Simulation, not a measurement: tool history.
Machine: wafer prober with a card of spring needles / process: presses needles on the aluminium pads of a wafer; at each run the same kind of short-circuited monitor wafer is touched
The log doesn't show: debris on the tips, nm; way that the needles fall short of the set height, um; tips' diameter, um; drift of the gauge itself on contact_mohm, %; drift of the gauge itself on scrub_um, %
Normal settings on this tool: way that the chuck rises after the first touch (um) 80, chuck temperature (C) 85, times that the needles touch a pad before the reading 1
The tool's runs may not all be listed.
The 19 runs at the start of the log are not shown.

run   hour  way that the chuck rises after the first touch (um)  chuck temperature (C)  times that the needles touch a pad before the reading  touches since the tips were cleaned  cleanings since the card got new needles  touches since the first contact's height was set  resistance of one needle with its contact and lead (mohm)  way that a needle slides on the pad (um)
     162.5  -- tips cleaned on abrasive film
 20  166.8                                                   71                     51                                                      1                                 2066                                        76                                             36807                                                        290                                     19.15
     171.2  -- tips cleaned on abrasive film
 21  177.4                                                   71                     51                                                      1                                 2915                                        77                                             41777                                                        293                                     19.06
     179.4  -- tips cleaned on abrasive film
 22  186.6                                                   66                     29                                                      1                                 3394                                        78                                             46103                                                        295                                     17.73
     187.3  -- tips cleaned on abrasive film
 23  192.8                                                   66                     29                                                      1                                 2592                                        79                                             49008                                                        288                                     17.62
     195.2  -- tips cleaned on abrasive film
     202.9  -- tips cleaned on abrasive film
 24  205.4                                                   63                     85                                                      2                                 1187                                        81                                             54939                                                        298                                     16.85
     211.1  -- tips cleaned on abrasive film
 25    212                                                   66                     31                                                      2                                  430                                        82                                             58033                                                        278                                     17.64
     219.2  -- tips cleaned on abrasive film
 26  224.7                                                   68                     55                                                      2                                 2611                                        83                                             64021                                                        293                                     18.14
       226  -- height of the first contact set anew
     227.9  -- tips cleaned on abrasive film
 27  233.8                                                   76                     43                                                      2                                 2832                                        84                                              3649                                                        282                                     20.72
     235.6  -- tips cleaned on abrasive film
     243.7  -- tips cleaned on abrasive film
 28    246                                                  100                     85                                                      1                                 1068                                        86                                              9336                                                        286                                     27.18
     251.4  -- tips cleaned on abrasive film
 29  254.3                                                   96                     31                                                      2                                 1359                                        87                                             13253                                                        270                                     26.03
     259.6  -- tips cleaned on abrasive film
 30  266.3                                                   96                     31                                                      2                                 3214                                        88                                             18926                                                        274                                     26.03
     267.4  -- tips cleaned on abrasive film
 31  272.7                                                   86                     31                                                      3                                 2512                                        89                                             21900                                                        268                                      23.3

Alternative continuations, all from the tool just after run 31; predict every row:
     275.4  -- tips cleaned on abrasive film
     283.2  -- tips cleaned on abrasive film
  A  284.2                                                   69                    120                                                      1                                  447                                        91                                             27276                                                          ?                                         ?
     275.4  -- tips cleaned on abrasive film
     283.2  -- tips cleaned on abrasive film
  B  284.2                                                   71                     37                                                      2                                  447                                        91                                             27276                                                          ?                                         ?
     275.4  -- tips cleaned on abrasive film
     283.2  -- tips cleaned on abrasive film
  C  284.2                                                   80                     71                                                      1                                  447                                        91                                             27276                                                          ?                                         ?

run  resistance of one needle with its contact and lead (mohm)  way that a needle slides on the pad (um)
  A                                                        303                                     18.59
  B                                                        275                                     19.19
  C                                                        284                                     21.65
What these runs would have given with no unlogged condition in the tool:
run  resistance of one needle with its contact and lead (mohm)  way that a needle slides on the pad (um)
  A                                                        297                                     18.79
  B                                                        270                                     19.38
  C                                                        279                                     21.84
